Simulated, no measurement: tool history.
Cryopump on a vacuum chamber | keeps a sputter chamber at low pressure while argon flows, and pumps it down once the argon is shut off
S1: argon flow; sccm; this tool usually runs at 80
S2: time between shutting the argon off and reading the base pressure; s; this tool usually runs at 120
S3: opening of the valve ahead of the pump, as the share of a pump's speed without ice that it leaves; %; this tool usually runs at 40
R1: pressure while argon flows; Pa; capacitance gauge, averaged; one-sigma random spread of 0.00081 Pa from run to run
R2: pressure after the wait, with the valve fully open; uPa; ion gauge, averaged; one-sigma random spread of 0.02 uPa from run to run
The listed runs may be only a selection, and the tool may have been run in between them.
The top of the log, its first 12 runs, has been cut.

run    hour   S1   S2  S3      R1    R2
      852.6  -- leaking fittings of the chamber tightened, without venting
 13   876.2   80  120  59  0.1287  0.34
      954.6  -- pump warmed up, emptied and cooled again
 14   988.4   80  120  59  0.1140  0.30
 15  1062.5   80  120  20  0.3232  0.30
 16  1169.2   80   29  20  0.3317  0.72
 17  1254.2   80   29  20  0.3308  0.78
 18  1299.0  124   85  23  0.4480  0.39
 19  1383.4   80  241  22  0.3069  0.32
 20  1433.1   80  137  16  0.4193  0.38
 21  1487.1   80   55  40  0.1811  0.57
 22  1547.0   80  120  57  0.1353  0.43
     1630.0  -- pump warmed up, emptied and cooled again
 23  1630.4   97  120  42  0.1896  0.37
 24  1707.1   97  120  42  0.1906  0.41
 25  1790.4   64  121  40  0.1344  0.41
 26  1870.8   80  139  43  0.1562  0.41
 27  1954.7   80   25  20  0.3329  0.95
 28  2002.2   61  120  50  0.1088  0.45
 29  2112.1   61  120  50  0.1102  0.48
 30  2213.4   61  120  50  0.1150  0.50
 31  2285.1   61  120  50  0.1165  0.54
     2305.5  -- pump warmed up, emptied and cooled again
 32  2336.8   61  120  50  0.1014  0.45
 33  2407.4   32  253  23  0.1140  0.41

What if the next run were any one of these 5? Each begins from the tool's condition after run 33:
  A  2513.4   79  293  19   ?   ?
  B  2513.4  119  264  36   ?   ?
  C  2513.4   85  120  16   ?   ?
  D  2513.4   98  259  25   ?   ?
  E  2513.4   88   37  39   ?   ?

run      R1    R2
  A  0.3428  0.42
  B  0.2808  0.44
  C  0.4328  0.50
  D  0.3242  0.42
  E  0.1914  0.76
Had the tool no hidden state, the same runs would have come out as:
run      R1    R2
  A  0.3335  0.20
  B  0.2667  0.22
  C  0.4228  0.27
  D  0.3127  0.20
  E  0.1811  0.54
